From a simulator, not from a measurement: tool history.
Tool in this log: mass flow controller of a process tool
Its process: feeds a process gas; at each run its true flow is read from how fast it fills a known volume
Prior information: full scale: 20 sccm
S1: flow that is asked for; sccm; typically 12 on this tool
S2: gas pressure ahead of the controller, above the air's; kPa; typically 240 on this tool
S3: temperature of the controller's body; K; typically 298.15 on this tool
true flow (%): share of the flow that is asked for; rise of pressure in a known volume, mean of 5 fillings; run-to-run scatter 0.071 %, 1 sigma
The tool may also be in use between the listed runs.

Run 1, hour 0: usual settings. Result: true flow (%) 99.55.
Run 2, hour 215.1: usual settings. Result: true flow (%) 99.63.
Run 3, hour 532.3: usual settings. Result: true flow (%) 99.54.
Run 4, hour 873.5: usual settings. Result: true flow (%) 99.64.
Run 5, hour 1203.4: usual settings. Result: true flow (%) 99.64.
Run 6, hour 1474.2: usual settings but S2 162 kPa. Result: true flow (%) 99.06.
Run 7, hour 1723.4: usual settings but S2 162 kPa. Result: true flow (%) 98.88.
Run 8, hour 1967.3: usual settings but S3 294.15 K. Result: true flow (%) 99.75.
Run 9, hour 2225.8: usual settings. Result: true flow (%) 99.51.
Run 10, hour 2722.7: usual settings but S3 299.15 K. Result: true flow (%) 99.64.
Run 11, hour 3231.8: usual settings but S3 299.15 K. Result: true flow (%) 99.5.
Run 12, hour 3459: usual settings but S3 294.15 K. Result: true flow (%) 99.45.
Run 13, hour 3882.6: usual settings but S1 2 sccm, S2 159 kPa, S3 300.15 K. Result: true flow (%) 92.38.
Run 14, hour 4350.7: usual settings but S1 2 sccm, S2 159 kPa, S3 300.15 K. Result: true flow (%) 98.53.
Run 15, hour 4838.3: usual settings but S1 2 sccm, S2 159 kPa, S3 300.15 K. Result: true flow (%) 98.08.
Run 16, hour 5108.3: usual settings but S1 13 sccm, S2 211 kPa, S3 295.15 K. Result: true flow (%) 100.33.
Run 17, hour 5449.9: usual settings but S1 13 sccm, S2 211 kPa, S3 295.15 K. Result: true flow (%) 100.25.
Run 18, hour 5678.7: usual settings but S1 11 sccm, S3 308.15 K. Result: true flow (%) 99.98.
Run 19, hour 6103.7: usual settings but S2 152 kPa. Result: true flow (%) 99.62.
Run 20, hour 6438.4: usual settings but S3 300.15 K. Result: true flow (%) 100.25.
Run 21, hour 6950.2: usual settings but S1 9 sccm, S2 214 kPa, S3 300.15 K. Result: true flow (%) 99.61.
Run 22, hour 7181.1: usual settings but S2 195 kPa, S3 299.15 K. Result: true flow (%) 99.86.

Removed from this log: 1 entry logged between the listed runs. Between which two listed runs does each belong, and how does the tool's hidden state at the listed run before it compare with that at the listed run after it?
Run 13 -> run 14: controller's zero set anew (hour 4231.2)
  flow at rest that the sensor doesn't see, % of full scale: -0.646 -> -0.037; true flow over the shown one, %: 1.02 -> 1.06
  difference, measured minus the result without the unlogged condition, true flow (%): -5.44 -> +0.7
